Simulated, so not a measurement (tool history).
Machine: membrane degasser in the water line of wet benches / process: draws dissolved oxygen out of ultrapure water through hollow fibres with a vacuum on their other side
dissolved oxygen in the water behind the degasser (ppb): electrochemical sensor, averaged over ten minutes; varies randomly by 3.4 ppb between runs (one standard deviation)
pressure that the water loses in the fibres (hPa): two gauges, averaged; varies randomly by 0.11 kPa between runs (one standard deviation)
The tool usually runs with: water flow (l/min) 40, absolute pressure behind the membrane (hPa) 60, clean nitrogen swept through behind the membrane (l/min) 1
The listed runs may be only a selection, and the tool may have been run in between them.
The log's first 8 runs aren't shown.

run    hour  water flow (l/min)  absolute pressure behind the membrane (hPa)  clean nitrogen swept through behind the membrane (l/min)  dissolved oxygen in the water behind the degasser (ppb)  pressure that the water loses in the fibres (hPa)
  9  1044.4                  40                                         52.6                                                         1                                                    417.6                                              360.5
 10  1205.6                  40                                         52.6                                                         1                                                    415.1                                              361.1
 11  1367.4                  40                                           60                                                      0.78                                                    514.2                                              361.9
 12  1474.7                  40                                           60                                                      0.78                                                    510.6                                              361.9
 13  1628.5                  40                                           60                                                      0.78                                                    511.4                                                363
 14  1771.8                  40                                           60                                                      0.78                                                    514.7                                              363.3
 15  1860.6                  40                                           60                                                      0.78                                                    512.1                                              364.7
 16  1935.7                  40                                           60                                                      0.78                                                    505.5                                              360.9
 17  2055.2                  40                                           60                                                      0.78                                                    509.4                                              362.9
 18  2225.5                  40                                           60                                                      0.78                                                    513.9                                              365.7
 19    2362                  37                                        131.5                                                      0.63                                                   1165.1                                              335.6
 20  2451.9                  37                                        131.5                                                      0.63                                                   1157.3                                              336.6
 21  2587.1                  37                                        131.5                                                      0.63                                                   1161.3                                              338.1
 22  2713.5                  37                                           58                                                      1.44                                                      366                                              338.6
 23  2806.8                  45                                         36.2                                                       2.6                                                    319.2                                              411.2
 24  2903.2                  45                                         36.2                                                       2.6                                                    314.4                                              410.8
 25  3014.8                  45                                         36.2                                                       2.6                                                    313.7                                              411.4
 26  3146.2                  45                                         36.2                                                       2.6                                                    312.7                                              409.8
 27  3302.1                  58                                           60                                                         1                                                    668.6                                              531.6
 28  3404.5                  30                                         46.6                                                      0.76                                                    286.1                                              272.8
 29  3567.1                  51                                           55                                                      2.43                                                    445.8                                              466.4
 30  3667.2                  35                                           37                                                      2.43                                                    237.1                                              319.9
     3678.2  -- vacuum gauge calibrated
     3778.2  -- gauge calibrated
 31  3779.8                  35                                           37                                                      1.12                                                      251                                              314.1
 32  3855.2                  40                                         50.2                                                      1.22                                                    372.9                                              359.1
 33  3957.2                  64                                         50.3                                                      0.48                                                    737.9                                              574.2

3 ways to go on from here, each from the tool as it stands after run 33. What would each give?
  A  4035.6                  32                                        121.5                                                      0.64                                                        ?                                                  ?
  B  4035.6                  40                                         96.7                                                         1                                                        ?                                                  ?
  C  4035.6                  64                                        145.1                                                      0.74                                                        ?                                                  ?

run  dissolved oxygen in the water behind the degasser (ppb)  pressure that the water loses in the fibres (hPa)
  A                                                      946                                              287.7
  B                                                    731.2                                                359
  C                                                   1712.5                                              574.1
Without the tool's hidden state the same runs would have given:
run  dissolved oxygen in the water behind the degasser (ppb)  pressure that the water loses in the fibres (hPa)
  A                                                    945.7                                              287.2
  B                                                    730.9                                              358.3
  C                                                   1712.1                                              573.1
